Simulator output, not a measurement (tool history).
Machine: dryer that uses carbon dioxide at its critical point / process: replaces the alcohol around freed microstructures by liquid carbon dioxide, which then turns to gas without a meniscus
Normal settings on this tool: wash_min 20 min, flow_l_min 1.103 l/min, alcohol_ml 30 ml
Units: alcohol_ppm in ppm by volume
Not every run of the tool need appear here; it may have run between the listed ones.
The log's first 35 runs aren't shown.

run,hour,wash_min,flow_l_min,alcohol_ml,hours of work since the filter was changed,hours of work since the purifier's bed was changed,alcohol_ppm
36,293.7,20,1.17,34,546,254,168
37,303.3,20,1.17,34,550,259,183
38,311.5,16,1.17,50,553,262,488
39,317,16,1.17,50,556,265,497
40,328.8,29,1.67,27,561,270,60
41,335,29,1.67,27,564,273,60
42,344.3,29,1.67,27,568,277,60
43,352,16,0.67,22,571,280,864
44,357.9,16,0.67,22,574,283,876
45,367.4,16,0.67,22,578,287,860
# hour 373.9: inlet filter changed
46,378,16,0.67,33,2,291,913

Consider 3 possible next runs. They are alternatives, not a sequence: every one starts from the tool as it was left by run 46. What does each give?
A,386,17,0.82,108,5,295,?
B,386,16,1.31,33,5,295,?
C,386,19,1.103,78,5,295,?

run,alcohol_ppm
A,1431
B,158
C,279
With no hidden state in the tool, these same runs would have given:
run,alcohol_ppm
A,1365
B,103
C,223
